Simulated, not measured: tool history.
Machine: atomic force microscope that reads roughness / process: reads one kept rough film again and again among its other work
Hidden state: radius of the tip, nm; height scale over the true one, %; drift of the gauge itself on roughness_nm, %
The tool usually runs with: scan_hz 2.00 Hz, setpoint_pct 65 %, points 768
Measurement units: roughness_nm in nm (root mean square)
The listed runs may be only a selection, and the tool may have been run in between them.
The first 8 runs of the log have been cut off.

run,hour,scan_hz,setpoint_pct,points,pictures with this tip,hours of work since the height scale was calibrated,roughness_nm
# hour 218.4: new tip fitted
9,220.8,2.00,65,768,4,691,3.591
10,253.3,2.00,65,768,58,712,3.430
11,287.1,2.00,65,289,114,735,3.243
12,315.9,2.00,65,289,162,754,3.104
# hour 321.5: new tip fitted
13,357.2,2.00,65,289,59,781,3.405
14,395.5,2.00,65,289,123,806,3.213
# hour 422.5: new tip fitted
15,432.8,2.00,65,342,17,831,3.483
16,473.9,2.00,65,342,85,858,3.316
17,515.1,2.00,65,768,154,885,3.127
# hour 526.1: new tip fitted
18,537.6,2.00,65,768,19,900,3.528
19,565.2,2.00,65,768,65,918,3.379
20,596.8,2.00,65,768,118,939,3.236
# hour 628.4: new tip fitted
21,635.8,0.96,65,768,12,965,3.668
22,676.7,0.96,65,768,80,992,3.467
23,712.1,2.52,87,928,139,1015,2.675
# hour 732.4: new tip fitted
24,737.2,0.72,84,768,8,1032,3.583
25,778.7,0.72,84,768,77,1059,3.349
26,815.2,3.38,60,768,138,1083,3.138
# hour 835.7: new tip fitted
27,838.9,1.11,63,575,5,1099,3.728

What will run 28 give?
28,881.2,0.86,81,281,76,1127,?

roughness_nm: 3.354 nm (root mean square)
With no hidden state in the tool, this same run would have given roughness_nm 3.612 nm (root mean square).
